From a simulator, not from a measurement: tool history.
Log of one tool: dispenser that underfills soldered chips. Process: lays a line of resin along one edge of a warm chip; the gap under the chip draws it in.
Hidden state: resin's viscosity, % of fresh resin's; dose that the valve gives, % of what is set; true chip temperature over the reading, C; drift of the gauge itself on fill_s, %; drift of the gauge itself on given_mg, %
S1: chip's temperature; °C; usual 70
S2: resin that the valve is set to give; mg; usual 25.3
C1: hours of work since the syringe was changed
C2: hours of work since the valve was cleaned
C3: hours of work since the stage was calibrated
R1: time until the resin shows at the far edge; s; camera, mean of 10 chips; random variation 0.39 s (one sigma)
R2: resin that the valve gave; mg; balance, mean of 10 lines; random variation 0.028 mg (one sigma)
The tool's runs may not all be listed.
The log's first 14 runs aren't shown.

At hour 47.4: new syringe of resin.
Run 15, hour 48.6: usual settings; C1 1; C2 44; C3 126. Result: R1 27.1 s, R2 24.84 mg.
Run 16, hour 50.8: usual settings but S2 21.8 mg; C1 3; C2 46; C3 127. Result: R1 30.3 s, R2 21.39 mg.
Run 17, hour 53.4: usual settings; C1 5; C2 48; C3 129. Result: R1 32.5 s, R2 24.79 mg.
At hour 57.2: dispensing valve cleaned and set on the balance.
At hour 57.8: new syringe of resin.
Run 18, hour 58.2: usual settings; C1 0; C2 0; C3 132. Result: R1 25.9 s, R2 25.32 mg.
Run 19, hour 62.8: usual settings but S1 67 °C; C1 4; C2 4; C3 136. Result: R1 36.6 s, R2 25.27 mg.
At hour 67.3: new syringe of resin.
Run 20, hour 67.5: usual settings but S1 67 °C; C1 0; C2 7; C3 139. Result: R1 29.9 s, R2 25.23 mg.
Run 21, hour 70.8: usual settings but S1 79 °C, S2 26.1 mg; C1 3; C2 10; C3 142. Result: R1 19.6 s, R2 26.06 mg.
Run 22, hour 75.2: usual settings but S1 68 °C; C1 6; C2 13; C3 145. Result: R1 40.1 s, R2 25.16 mg.
At hour 76.4: new syringe of resin.
Run 23, hour 78.3: usual settings but S1 79 °C, S2 26.5 mg; C1 1; C2 16; C3 147. Result: R1 17.1 s, R2 26.36 mg.
Run 24, hour 82.5: usual settings but S1 84 °C, S2 30 mg; C1 5; C2 19; C3 150. Result: R1 16.3 s, R2 29.78 mg.
Run 25, hour 84.9: usual settings but S1 77 °C, S2 30 mg; C1 7; C2 21; C3 152. Result: R1 24.9 s, R2 29.79 mg.
At hour 85.8: new syringe of resin.
Run 26, hour 88.2: usual settings but S1 60 °C, S2 25.8 mg; C1 2; C2 23; C3 155. Result: R1 45.8 s, R2 25.56 mg.
Run 27, hour 92.4: usual settings but S1 63 °C, S2 28.3 mg; C1 5; C2 26; C3 158. Result: R1 48 s, R2 27.97 mg.
At hour 94.9: new syringe of resin.
Run 28, hour 94.9: usual settings but S1 63 °C, S2 28.3 mg; C1 0; C2 28; C3 160. Result: R1 35.9 s, R2 27.88 mg.
Run 29, hour 99.1: usual settings but S1 83 °C, S2 24.2 mg; C1 3; C2 31; C3 163. Result: R1 16.6 s, R2 23.9 mg.
Run 30, hour 102.9: usual settings but S1 67 °C, S2 23.9 mg; C1 6; C2 34; C3 166. Result: R1 41.7 s, R2 23.52 mg.
At hour 104: new syringe of resin.
Run 31, hour 106.3: usual settings but S1 69 °C, S2 23.9 mg; C1 2; C2 37; C3 168. Result: R1 28.5 s, R2 23.53 mg.
Run 32, hour 109.4: usual settings but S1 61 °C, S2 25 mg; C1 4; C2 39; C3 170. Result: R1 49.3 s, R2 24.58 mg.
Run 33, hour 111.9: usual settings but S1 61 °C, S2 25 mg; C1 6; C2 41; C3 172. Result: R1 53.8 s, R2 24.59 mg.
At hour 113.3: new syringe of resin.
Run 34, hour 114.5: usual settings but S1 66 °C, S2 22.8 mg; C1 1; C2 43; C3 174. Result: R1 31.7 s, R2 22.35 mg.
Run 35, hour 119.4: usual settings but S1 73 °C, S2 30.8 mg; C1 5; C2 46; C3 178. Result: R1 28 s, R2 30.2 mg.
At hour 122.4: new syringe of resin.
Run 36, hour 122.7: usual settings but S1 73 °C, S2 30.8 mg; C1 0; C2 49; C3 180. Result: R1 21.6 s, R2 30.15 mg.
At hour 125.6: dispensing valve cleaned and set on the balance.
Run 37, hour 127.1: usual settings but S1 73 °C, S2 30.8 mg; C1 3; C2 1; C3 183. Result: R1 25.4 s, R2 30.73 mg.

3 ways to go on from here, each from the tool as it stands after run 37. What would each give?
Run A, hour 130.1: usual settings but S1 60 °C, S2 30.8 mg; C1 5; C2 3; C3 185. Result: R1 ?, R2 ?.
Run B, hour 130.1: usual settings but S2 23.7 mg; C1 5; C2 3; C3 185. Result: R1 ?, R2 ?.
Run C, hour 130.1: usual settings but S1 68 °C, S2 30.8 mg; C1 5; C2 3; C3 185. Result: R1 ?, R2 ?.

run    R1     R2
  A  55.4  30.73
  B    34  23.59
  C  37.6  30.75
Without the tool's hidden state the same runs would have given:
run    R1     R2
  A  41.3  30.81
  B  25.4  23.66
  C  28.1  30.84

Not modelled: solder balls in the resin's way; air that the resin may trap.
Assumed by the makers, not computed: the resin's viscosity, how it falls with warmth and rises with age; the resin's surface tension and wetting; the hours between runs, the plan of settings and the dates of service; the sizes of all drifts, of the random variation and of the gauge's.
